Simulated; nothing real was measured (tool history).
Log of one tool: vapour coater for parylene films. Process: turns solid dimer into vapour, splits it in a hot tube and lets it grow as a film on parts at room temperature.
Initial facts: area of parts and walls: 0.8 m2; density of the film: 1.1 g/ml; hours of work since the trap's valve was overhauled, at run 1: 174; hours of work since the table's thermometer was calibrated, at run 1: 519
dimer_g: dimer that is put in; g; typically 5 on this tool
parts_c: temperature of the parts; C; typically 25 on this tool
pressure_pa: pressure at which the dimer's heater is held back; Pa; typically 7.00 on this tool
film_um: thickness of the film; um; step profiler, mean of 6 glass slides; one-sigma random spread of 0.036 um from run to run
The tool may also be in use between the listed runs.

run,hour,dimer_g,parts_c,pressure_pa,hours of work since the trap's valve was overhauled,hours of work since the table's thermometer was calibrated,film_um
1,0.0,5,25,7.00,174,519,3.61
2,16.3,5,25,7.00,186,531,3.53
3,26.5,5,25,7.00,193,538,3.60
4,42.5,4,25,7.00,205,549,2.85
5,53.2,4,25,7.00,212,557,2.83
6,63.0,4,25,7.00,219,564,2.86
7,78.8,5,25,2.28,231,575,4.05
8,91.2,5,25,2.28,239,584,4.08
# hour 93.2: table's thermometer calibrated
9,104.0,2,30,5.42,248,8,1.28
10,122.9,2,25,7.00,261,21,1.41
11,134.7,5,28,2.09,270,30,3.66
12,145.1,7,25,7.00,277,37,4.84
13,156.6,7,19,4.15,286,45,6.11
14,165.6,7,19,2.56,292,52,6.38
# hour 177.5: table's thermometer calibrated, once more
15,183.5,7,19,2.56,304,4,6.63

Measured minus without-hidden-state, run by run (identical run-to-run variation in each term; gauge scatter may differ):
What the log doesn't record here: vapour lost through the trap's worn valve, %; true temperature of the parts over the reading, C; drift of the gauge itself on film_um, %.
run,film_um
1,-0.19
2,-0.20
3,-0.20
4,-0.18
5,-0.18
6,-0.19
7,-0.27
8,-0.29
9,-0.10
10,-0.12
11,-0.31
12,-0.43
13,-0.55
14,-0.59
15,-0.54

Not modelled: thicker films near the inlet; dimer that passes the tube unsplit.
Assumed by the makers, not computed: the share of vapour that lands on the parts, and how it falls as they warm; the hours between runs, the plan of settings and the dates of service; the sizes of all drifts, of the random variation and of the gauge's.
